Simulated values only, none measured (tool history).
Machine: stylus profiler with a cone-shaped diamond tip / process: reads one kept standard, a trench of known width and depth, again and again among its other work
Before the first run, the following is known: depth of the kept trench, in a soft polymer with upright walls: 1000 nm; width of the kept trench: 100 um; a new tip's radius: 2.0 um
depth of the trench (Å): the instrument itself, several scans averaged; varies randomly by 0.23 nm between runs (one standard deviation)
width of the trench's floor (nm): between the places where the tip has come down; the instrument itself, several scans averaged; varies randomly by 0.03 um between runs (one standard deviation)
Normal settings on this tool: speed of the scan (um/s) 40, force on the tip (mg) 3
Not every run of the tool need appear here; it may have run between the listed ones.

run,day,speed of the scan (um/s),force on the tip (mg),depth of the trench (Å),width of the trench's floor (nm)
1,0,40,3,10160.4,94240
2,3.138,40,3,10155.4,94220
3,7.788,40,3,10158.9,94160
4,11.55,40,1.14,10098.8,94070
5,17.3,40,1.14,10102.4,93990
# day 19.854: new tip fitted, height scale calibrated
6,22.583,63,3,10123.7,96300
7,26.879,40,1.62,10088.1,96290
8,31.321,40,1.62,10088.9,96220
9,33.892,40,1.62,10093.9,96160
10,38.567,40,1.62,10089.1,96110
11,42.304,40,7.32,10242.7,96160
12,45.758,40,7.32,10244.7,96040
13,49.25,40,7.32,10246.1,95960
14,53.383,40,7.32,10245.9,95880
15,57.083,40,7.32,10251.2,95850
16,61.717,40,7.32,10259.5,95730
17,67.717,40,7.32,10258.4,95670
18,70.846,40,7.32,10258.3,95610
19,74.938,40,7.32,10258.1,95580
20,80.783,40,3.77,10182.7,95470
21,83.804,40,4.8,10205.9,95420
22,89.912,40,4.8,10211.6,95360
23,93.588,40,2.6,10152.3,95330
# day 94.142: height scale calibrated on a step standard
24,96.392,40,2.6,10176.8,95190
25,100.933,40,1.6,10147.5,95050
26,106.075,40,1.6,10147.6,95000
# day 106.933: height scale calibrated on a step standard, once more
27,109.267,108,5.15,10179.7,94900
28,113.433,74,3,10132.5,94830
29,118.654,57,3,10130.8,94890
30,123.579,57,4.1,10167.1,94760
31,126.558,46,1.5,10090,94760
32,132.479,40,6.36,10223.5,94790
33,136.867,34,5.05,10195.2,94680
34,139.512,40,3.12,10151.5,94610
35,144.871,40,3.69,10168,94570
36,150.65,40,3.69,10168,94500
37,153.871,40,3.69,10167.8,94440
38,159.454,80,4.73,10201.6,94330
39,162.721,112,2.71,10148.3,94100
40,168.333,69,2.18,10133.3,94100
41,172.917,74,1.87,10126.1,94070
42,176.462,70,2.05,10135.7,94030
43,181.254,70,2.05,10135.6,93970
44,184.762,101,1.29,10109.8,93800
# day 187.658: new tip fitted, height scale calibrated
45,188.221,101,1.29,10071,96030

The same runs without the tool's hidden state, with the same run-to-run variation:
Hidden state at play: radius of the tip, um; height scale over the true one, %; drift of the gauge itself on depth_nm, %; drift of the gauge itself on floor_um, %.
run,depth of the trench (Å),width of the trench's floor (nm)
1,10131.7,96390
2,10125.3,96410
3,10126.5,96410
4,10064.9,96360
5,10065.5,96360
6,10121,96330
7,10083.3,96400
8,10082,96410
9,10085.7,96390
10,10078.8,96420
11,10230.4,96540
12,10230.7,96480
13,10230.4,96450
14,10228.3,96450
15,10231.8,96470
16,10237.8,96430
17,10233.8,96460
18,10232,96450
19,10229.7,96480
20,10151.6,96460
21,10173.3,96450
22,10176,96480
23,10115,96500
24,10117.5,96410
25,10086,96330
26,10083.5,96360
27,10178.3,96300
28,10129.2,96280
29,10124.7,96410
30,10158.6,96340
31,10080.4,96390
32,10210.7,96500
33,10180.3,96450
34,10135.5,96410
35,10149.4,96450
36,10146.6,96450
37,10144.7,96430
38,10175.7,96390
39,10121.1,96190
40,10103.4,96260
41,10094.2,96280
42,10101.9,96290
43,10099.4,96280
44,10072,96150
45,10071.5,96110
